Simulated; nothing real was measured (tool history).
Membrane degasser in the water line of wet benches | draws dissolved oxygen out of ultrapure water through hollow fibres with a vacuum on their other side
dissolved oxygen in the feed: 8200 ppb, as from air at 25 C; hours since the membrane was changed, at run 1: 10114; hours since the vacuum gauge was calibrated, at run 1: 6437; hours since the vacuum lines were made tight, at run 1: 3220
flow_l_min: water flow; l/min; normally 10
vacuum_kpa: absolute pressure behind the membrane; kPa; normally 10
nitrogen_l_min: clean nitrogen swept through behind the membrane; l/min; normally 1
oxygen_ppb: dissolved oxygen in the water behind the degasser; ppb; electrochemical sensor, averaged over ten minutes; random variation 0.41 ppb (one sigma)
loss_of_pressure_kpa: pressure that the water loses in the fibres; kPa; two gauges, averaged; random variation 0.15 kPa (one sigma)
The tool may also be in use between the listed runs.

run    hour  flow_l_min  vacuum_kpa  nitrogen_l_min  hours since the membrane was changed  hours since the vacuum gauge was calibrated  hours since the vacuum lines were made tight  oxygen_ppb  loss_of_pressure_kpa
  1       0          10          10               1                                 10114                                         6437                                          3220       162.3                 25.33
  2     247          10          10               1                                 10361                                         6684                                          3467       162.3                 25.06
      316.5  -- vacuum gauge calibrated
  3   544.7          10         9.3               1                                 10659                                          228                                          3764       146.1                 25.05
  4   802.6          10           6               1                                 10916                                          486                                          4022        69.4                 24.94
  5   970.5          10          10               1                                 11084                                          654                                          4190       161.6                 25.42
  6  1158.2          10          10               1                                 11272                                          842                                          4377       161.8                 25.12
  7  1416.2          10          10               1                                 11530                                         1100                                          4635       161.7                  25.5
  8    1609          10          10               1                                 11723                                         1292                                          4828       161.8                 25.13
  9  1932.6          10          10               1                                 12046                                         1616                                          5152       162.3                 25.33
 10  2276.1          10          10               1                                 12390                                         1960                                          5495       162.3                 25.11
 11  2474.8          10          10               1                                 12589                                         2158                                          5694       161.6                 25.41
 12  2721.7          10          10               1                                 12836                                         2405                                          5941       161.7                 25.33
 13  2872.3          10          10               1                                 12986                                         2556                                          6091         161                 25.25
 14  3080.7           8          10            1.28                                 13195                                         2764                                          6300       103.7                 20.11
 15  3393.1           8          10            1.28                                 13507                                         3077                                          6612       104.2                 20.02
 16  3697.4          12          10            2.13                                 13811                                         3381                                          6917          98                 30.17
 17  3863.2          12          10            2.13                                 13977                                         3547                                          7082          98                 30.17
 18  4116.4          12          10            2.13                                 14230                                         3800                                          7336        97.4                  30.3
 19  4261.2          12          10            2.13                                 14375                                         3945                                          7480        98.3                 30.41
 20  4610.2          12          10            2.13                                 14724                                         4294                                          7829        98.1                  30.3
     4726.5  -- seals of the vacuum lines changed
 21    4825           8        24.6            0.88                                 14937                                         4506                                            99       444.3                 20.25
 22    5125          10          10            2.78                                 15237                                         4806                                           399        63.7                 25.31
 23  5338.9          14          24            0.49                                 15451                                         5020                                           612        1126                 35.45

Forecast each of these 5 alternatives for the next run:
  A  5658.8          14        20.1            1.25                                 15771                                         5340                                           932           ?                     ?
  B  5658.8           7          24            0.49                                 15771                                         5340                                           932           ?                     ?
  C  5658.8          10          10            0.86                                 15771                                         5340                                           932           ?                     ?
  D  5658.8           9          10               1                                 15771                                         5340                                           932           ?                     ?
  E  5658.8          12          24            0.49                                 15771                                         5340                                           932           ?                     ?

run  oxygen_ppb  loss_of_pressure_kpa
  A       430.6                 35.41
  B       638.6                  17.8
  C       185.6                  25.1
  D       146.2                 22.83
  E       994.4                 29.84
The same runs, with their run-to-run variation unchanged, on a tool lacking any hidden condition would have given:
run  oxygen_ppb  loss_of_pressure_kpa
  A       430.4                 35.35
  B       638.5                 17.77
  C       185.5                 25.05
  D       146.1                 22.79
  E       994.2                 29.79
